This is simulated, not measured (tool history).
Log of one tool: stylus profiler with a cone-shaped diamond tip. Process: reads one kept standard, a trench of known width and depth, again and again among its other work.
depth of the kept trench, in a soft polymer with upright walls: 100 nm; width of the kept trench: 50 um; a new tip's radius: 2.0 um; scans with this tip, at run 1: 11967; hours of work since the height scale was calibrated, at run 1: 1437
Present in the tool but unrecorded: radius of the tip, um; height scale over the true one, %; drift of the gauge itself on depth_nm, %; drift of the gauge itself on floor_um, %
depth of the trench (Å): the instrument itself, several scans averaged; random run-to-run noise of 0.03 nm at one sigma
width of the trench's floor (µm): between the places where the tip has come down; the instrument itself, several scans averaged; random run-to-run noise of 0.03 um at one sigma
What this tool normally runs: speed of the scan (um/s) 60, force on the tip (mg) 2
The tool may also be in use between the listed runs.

run,hour,speed of the scan (um/s),force on the tip (mg),scans with this tip,hours of work since the height scale was calibrated,depth of the trench (Å),width of the trench's floor (µm)
1,0,60,2,11967,1437,1009.7,47.68
2,55.8,60,2,12190,1464,1008.7,47.64
3,139.8,60,2,12525,1504,1009.8,47.66
4,186.4,60,2,12711,1527,1009.5,47.69
5,251.3,60,2,12970,1558,1009.3,47.59
6,302.7,78,2,13175,1582,1008.9,47.54
7,346.1,60,2.31,13349,1603,1010.1,47.66
8,416.1,60,2.31,13628,1637,1009.6,47.58
9,468.2,60,2.31,13836,1662,1009.4,47.62
10,527.8,60,2.31,14074,1690,1010.5,47.58
11,588.4,60,2.31,14316,1719,1009.6,47.61
12,663.2,123,3.44,14614,1755,1014,47.39
13,752.1,79,5.85,14969,1798,1021.1,47.61
# hour 769.1: height scale calibrated on a step standard
14,843.3,21,5.85,15331,36,1024.2,47.75
15,932.6,234,0.81,15687,78,1006.7,45.73
16,1023.8,181,0.72,16051,122,1005.9,46.17
17,1068.3,61,1.47,16229,143,1009.5,47.42
18,1130.4,25,1.73,16477,173,1010.2,47.65
# hour 1201.5: new tip fitted, height scale calibrated
19,1207.6,52,5.33,24,3,1022.8,48.57
20,1254.4,60,5.01,211,25,1021.7,48.49
21,1345.5,52,0.87,574,69,1006.7,48.3

Each row is a separate what-if for the run after 21, all from the same tool condition, not one after another. Results?
A,1396.6,215,1.37,778,94,?,?
B,1396.6,98,0.87,778,94,?,?
C,1396.6,24,3.06,778,94,?,?
D,1396.6,47,0.87,778,94,?,?

run,depth of the trench (Å),width of the trench's floor (µm)
A,1008.3,47.15
B,1006.6,47.86
C,1015.5,48.64
D,1006.8,48.24
Without the tool's hidden state the same runs would have given:
run,depth of the trench (Å),width of the trench's floor (µm)
A,1008.3,47.24
B,1006.6,47.95
C,1015.5,48.72
D,1006.8,48.33

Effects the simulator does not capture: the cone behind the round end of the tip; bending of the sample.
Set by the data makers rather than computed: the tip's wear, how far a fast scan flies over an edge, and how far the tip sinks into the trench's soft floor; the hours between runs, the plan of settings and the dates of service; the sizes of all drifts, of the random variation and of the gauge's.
